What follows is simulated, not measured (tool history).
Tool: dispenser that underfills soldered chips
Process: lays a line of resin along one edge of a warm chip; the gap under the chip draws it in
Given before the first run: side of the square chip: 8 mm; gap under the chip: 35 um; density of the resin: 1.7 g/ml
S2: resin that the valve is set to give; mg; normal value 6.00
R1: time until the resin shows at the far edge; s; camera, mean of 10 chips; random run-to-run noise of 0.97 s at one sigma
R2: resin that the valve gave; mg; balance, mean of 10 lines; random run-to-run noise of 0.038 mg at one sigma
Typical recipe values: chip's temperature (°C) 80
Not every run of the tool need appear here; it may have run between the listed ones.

Run 1, hour 0.0: usual settings. Result: R1 104.9 s, R2 5.67 mg.
Run 2, hour 2.7: usual settings but S2 7.36 mg. Result: R1 119.9 s, R2 7.06 mg.
Run 3, hour 5.7: usual settings but S2 7.36 mg. Result: R1 146.6 s, R2 7.00 mg.
Run 4, hour 10.7: usual settings but S2 7.36 mg. Result: R1 196.3 s, R2 6.93 mg.
At hour 12.8: new syringe of resin.
Run 5, hour 13.8: usual settings but S2 7.36 mg. Result: R1 100.0 s, R2 6.93 mg.
At hour 16.0: dispensing valve cleaned and set on the balance.
Run 6, hour 19.0: usual settings but S2 7.36 mg. Result: R1 128.0 s, R2 7.27 mg.
Run 7, hour 24.1: usual settings. Result: R1 178.6 s, R2 5.96 mg.
Run 8, hour 26.9: usual settings. Result: R1 214.2 s, R2 5.87 mg.
At hour 28.7: new syringe of resin.
Run 9, hour 30.0: usual settings. Result: R1 102.1 s, R2 5.93 mg.
Run 10, hour 32.4: usual settings but S2 5.85 mg. Result: R1 115.9 s, R2 5.81 mg.
Run 11, hour 36.4: usual settings but S2 5.85 mg. Result: R1 149.4 s, R2 5.80 mg.
Run 12, hour 38.6: usual settings but S2 6.43 mg. Result: R1 169.3 s, R2 6.38 mg.
Run 13, hour 41.2: usual settings. Result: R1 202.3 s, R2 5.96 mg.
At hour 43.7: new syringe of resin.
Run 14, hour 44.8: usual settings. Result: R1 101.0 s, R2 5.91 mg.
Run 15, hour 49.0: usual settings. Result: R1 129.0 s, R2 5.92 mg.
Run 16, hour 51.8: usual settings but chip's temperature (°C) 68. Result: R1 251.4 s, R2 5.90 mg.
Run 17, hour 56.8: usual settings but chip's temperature (°C) 68. Result: R1 343.7 s, R2 5.87 mg.
At hour 58.8: new syringe of resin.
Run 18, hour 61.2: usual settings but chip's temperature (°C) 68. Result: R1 182.5 s, R2 5.79 mg.
Run 19, hour 65.5: usual settings but S2 5.24 mg. Result: R1 148.9 s, R2 5.12 mg.
Run 20, hour 68.1: usual settings but chip's temperature (°C) 83, S2 5.86 mg. Result: R1 150.3 s, R2 5.70 mg.
Run 21, hour 72.7: usual settings but chip's temperature (°C) 72, S2 6.23 mg. Result: R1 305.0 s, R2 6.09 mg.
At hour 73.9: new syringe of resin.
Run 22, hour 76.6: usual settings but chip's temperature (°C) 89, S2 7.32 mg. Result: R1 75.8 s, R2 7.12 mg.
Run 23, hour 81.1: usual settings but chip's temperature (°C) 89, S2 7.32 mg. Result: R1 98.5 s, R2 7.09 mg.
Run 24, hour 83.2: usual settings but chip's temperature (°C) 89, S2 7.32 mg. Result: R1 112.5 s, R2 7.06 mg.
Run 25, hour 87.4: usual settings but chip's temperature (°C) 89, S2 7.32 mg. Result: R1 144.7 s, R2 7.03 mg.
At hour 89.0: new syringe of resin.
Run 26, hour 92.6: usual settings but chip's temperature (°C) 89, S2 7.32 mg. Result: R1 80.1 s, R2 6.98 mg.
Run 27, hour 96.6: usual settings but chip's temperature (°C) 68, S2 7.71 mg. Result: R1 240.8 s, R2 7.43 mg.
Run 28, hour 101.2: usual settings but chip's temperature (°C) 93, S2 7.38 mg. Result: R1 116.7 s, R2 7.07 mg.
At hour 104.1: new syringe of resin.
Run 29, hour 105.8: usual settings but chip's temperature (°C) 72, S2 7.38 mg. Result: R1 138.9 s, R2 7.07 mg.
Run 30, hour 110.0: usual settings but chip's temperature (°C) 88, S2 5.18 mg. Result: R1 98.2 s, R2 4.89 mg.
Run 31, hour 112.7: usual settings but chip's temperature (°C) 66, S2 7.60 mg. Result: R1 273.4 s, R2 7.24 mg.
Run 32, hour 116.2: usual settings but chip's temperature (°C) 75. Result: R1 236.7 s, R2 5.68 mg.
At hour 119.4: new syringe of resin.
Run 33, hour 119.8: usual settings but chip's temperature (°C) 75. Result: R1 120.3 s, R2 5.68 mg.
Run 34, hour 123.4: usual settings but chip's temperature (°C) 75. Result: R1 147.3 s, R2 5.71 mg.
Run 35, hour 126.2: usual settings but chip's temperature (°C) 65, S2 6.11 mg. Result: R1 274.6 s, R2 5.79 mg.
Run 36, hour 129.0: usual settings but chip's temperature (°C) 73, S2 6.48 mg. Result: R1 225.0 s, R2 6.11 mg.

What if the next run were any one of these 5? Each begins from the tool's condition after run 36:
Run A, hour 133.2: usual settings but chip's temperature (°C) 84, S2 6.48 mg. Result: R1 ?, R2 ?.
Run B, hour 133.2: usual settings but chip's temperature (°C) 81, S2 6.22 mg. Result: R1 ?, R2 ?.
Run C, hour 133.2: usual settings but chip's temperature (°C) 74. Result: R1 ?, R2 ?.
Run D, hour 133.2: usual settings but chip's temperature (°C) 66, S2 6.65 mg. Result: R1 ?, R2 ?.
Run E, hour 133.2: usual settings but chip's temperature (°C) 68. Result: R1 ?, R2 ?.

run     R1    R2
  A  182.6  6.11
  B  208.7  5.81
  C  277.9  5.65
  D  390.8  6.28
  E  363.7  5.65
Stripped of hidden state, with their random variation kept, the same runs would have yielded:
run     R1    R2
  A   77.2  6.48
  B   88.3  6.17
  C  116.7  5.99
  D  165.1  6.66
  E  153.0  6.00

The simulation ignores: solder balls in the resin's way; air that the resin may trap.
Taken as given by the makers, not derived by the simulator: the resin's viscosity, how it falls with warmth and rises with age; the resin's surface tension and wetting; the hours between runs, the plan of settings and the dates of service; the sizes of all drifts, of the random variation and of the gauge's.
